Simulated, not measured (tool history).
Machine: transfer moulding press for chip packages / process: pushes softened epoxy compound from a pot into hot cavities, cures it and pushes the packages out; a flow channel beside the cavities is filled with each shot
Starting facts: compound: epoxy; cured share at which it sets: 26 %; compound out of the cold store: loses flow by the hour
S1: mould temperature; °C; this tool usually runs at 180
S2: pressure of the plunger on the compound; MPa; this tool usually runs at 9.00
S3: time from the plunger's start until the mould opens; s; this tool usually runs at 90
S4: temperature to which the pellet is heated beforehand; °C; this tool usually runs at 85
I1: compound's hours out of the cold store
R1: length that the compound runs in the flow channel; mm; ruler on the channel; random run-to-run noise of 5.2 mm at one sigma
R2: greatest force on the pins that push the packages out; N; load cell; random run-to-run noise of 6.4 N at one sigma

run	hour	S1	S2	S3	S4	I1	R1	R2
1	0.0	180	9.00	90	85	16.4	814	330
2	3.9	180	9.00	90	85	41.6	694	301
3	12.4	180	7.08	90	85	32.5	653	333
4	20.6	180	7.08	90	83	9.8	750	376
5	25.3	180	7.08	90	83	22.4	696	362
6	30.0	180	9.00	90	85	27.4	759	355
7	34.5	180	9.00	90	85	17.1	820	394
8	42.5	180	9.00	90	85	29.2	743	360
# hour 45.5: cavities cleaned with cleaning compound and waxed
9	51.3	180	9.00	90	85	16.1	810	287
10	58.5	180	9.00	90	85	28.2	746	304
# hour 61.1: mould's thermocouples calibrated
11	69.5	179	9.00	90	85	29.0	734	325
12	75.2	180	9.00	90	91	15.5	802	321
13	79.3	181	9.00	90	85	35.8	703	290
14	83.5	180	9.00	90	85	44.9	671	312
# hour 90.7: mould's thermocouples calibrated, once more
15	92.1	180	7.93	127	85	33.4	671	235
16	101.0	180	7.93	127	85	21.2	729	233
17	106.0	175	8.96	115	81	8.3	866	332
# hour 113.3: cavities cleaned with cleaning compound and waxed
18	115.2	175	8.96	115	81	11.4	841	235
19	119.4	175	8.96	115	81	20.0	791	256
20	127.7	180	10.23	90	92	17.4	831	299
21	132.2	187	9.00	90	85	25.4	735	231
22	137.0	187	9.00	90	85	19.9	761	230
23	145.7	177	9.84	90	85	18.5	818	409
24	153.0	174	10.20	100	85	12.9	886	423
25	157.1	175	8.28	124	77	31.2	705	270
26	163.1	176	10.00	120	91	27.6	781	270
27	171.0	176	10.00	120	91	37.7	732	265
# hour 176.8: cavities cleaned with cleaning compound and waxed
28	177.7	180	9.00	90	92	30.9	711	260

Each run again, without the hidden state but with its own random variation kept:
What the log doesn't record here: true mould temperature over the reading, C; pressure that reaches the compound, % of what is set; grip of the stained cavities, % over clean ones'; drift of the gauge itself on flow_mm, %; drift of the gauge itself on push_out_n, %.
run	R1	R2
1	868	277
2	741	245
3	698	260
4	804	282
5	747	265
6	815	257
7	881	283
8	800	251
9	873	271
10	805	270
11	794	272
12	869	260
13	762	228
14	728	240
15	729	173
16	793	165
17	943	235
18	917	229
19	864	239
20	909	258
21	805	193
22	834	185
23	898	316
24	975	317
25	776	197
26	861	195
27	809	185
28	787	259
